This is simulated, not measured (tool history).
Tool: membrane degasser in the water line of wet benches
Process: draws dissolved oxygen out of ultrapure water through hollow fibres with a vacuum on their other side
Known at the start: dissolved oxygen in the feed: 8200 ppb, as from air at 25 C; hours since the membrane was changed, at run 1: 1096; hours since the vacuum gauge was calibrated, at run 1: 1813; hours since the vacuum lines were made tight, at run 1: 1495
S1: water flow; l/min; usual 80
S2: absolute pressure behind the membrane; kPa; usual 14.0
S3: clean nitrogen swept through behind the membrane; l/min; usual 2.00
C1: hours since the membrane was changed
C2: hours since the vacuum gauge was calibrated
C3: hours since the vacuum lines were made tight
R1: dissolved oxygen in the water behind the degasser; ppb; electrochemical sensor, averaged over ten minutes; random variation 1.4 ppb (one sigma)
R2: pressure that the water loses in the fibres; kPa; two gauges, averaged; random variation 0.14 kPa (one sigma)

run    hour   S1    S2    S3    C1    C2    C3      R1     R2
  1     0.0   80  14.0  2.00  1096  1813  1495   798.9  49.41
  2    37.7   80  14.0  2.00  1133  1851  1533   801.3  49.01
  3    97.1   80  14.0  2.00  1193  1910  1592   801.9  48.95
  4   127.2   80  14.0  2.00  1223  1940  1622   799.9  49.00
  5   161.1   80  14.0  2.00  1257  1974  1656   800.8  48.97
  6   193.7   80  14.0  2.00  1289  2007  1689   799.3  49.06
  7   234.9   80  14.0  2.00  1330  2048  1730   800.9  49.09
  8   307.8  123  14.0  2.00  1403  2121  1803  1089.9  75.47
  9   358.3  123  14.0  2.00  1454  2171  1853  1087.7  75.64
 10   411.1  123  14.0  2.00  1507  2224  1906  1088.7  75.18
 11   460.0  123  14.0  2.00  1556  2273  1955  1087.3  75.13
 12   528.2  123  14.0  2.00  1624  2341  2023  1086.4  75.15
 13   586.3   80  14.0  2.25  1682  2399  2081   732.3  48.77
 14   637.1   80  14.0  2.25  1733  2450  2132   732.3  48.70
 15   670.5   80  14.0  2.25  1766  2484  2166   730.0  48.93
 16   717.5   80  14.0  2.25  1813  2531  2213   731.1  48.76
 17   750.6   49  14.0  2.00  1846  2564  2246   542.1  30.14
 18   818.9   49  14.0  2.00  1915  2632  2314   543.7  29.92
 19   890.3   83  14.0  1.56  1986  2703  2385   983.9  50.88
 20   924.2   83  14.0  1.95  2020  2737  2419   835.3  50.72
 21   973.7   83  25.1  1.35  2069  2787  2469  1981.2  50.49
 22  1004.8   83  16.6  3.57  2100  2818  2500   633.6  50.34
 23  1067.0   62  12.0  5.15  2163  2880  2562   241.5  37.62
 24  1100.0   80  25.3  1.37  2196  2913  2595  1928.5  48.49
 25  1132.4   80  25.3  1.37  2228  2945  2627  1935.9  48.49
 26  1199.3   80  25.3  1.37  2295  3012  2694  1933.8  48.45
 27  1242.8   80  25.3  1.37  2338  3056  2738  1926.1  48.48
 28  1278.7   83  26.9  2.10  2374  3092  2774  1578.3  50.52
 29  1314.2   83  26.9  2.10  2410  3127  2809  1583.8  50.23
 30  1384.4   83  26.9  2.10  2480  3198  2880  1583.3  49.99
 31  1418.4   92  14.2  3.23  2514  3231  2914   627.1  55.79

4 ways to go on from here, each from the tool as it stands after run 31. What would each give?
  A  1483.2  64  14.0  1.39  2579  3296  2978   ?   ?
  B  1483.2  96  14.2  1.12  2579  3296  2978   ?   ?
  C  1483.2  80  12.4  2.00  2579  3296  2978   ?   ?
  D  1483.2  97  14.0  5.23  2579  3296  2978   ?   ?

run      R1     R2
  A   885.1  38.68
  B  1364.6  58.08
  C   690.9  48.32
  D   433.5  58.40
Without the tool's hidden state the same runs would have given:
run      R1     R2
  A   884.9  39.44
  B  1364.3  59.24
  C   690.7  49.28
  D   433.4  59.56

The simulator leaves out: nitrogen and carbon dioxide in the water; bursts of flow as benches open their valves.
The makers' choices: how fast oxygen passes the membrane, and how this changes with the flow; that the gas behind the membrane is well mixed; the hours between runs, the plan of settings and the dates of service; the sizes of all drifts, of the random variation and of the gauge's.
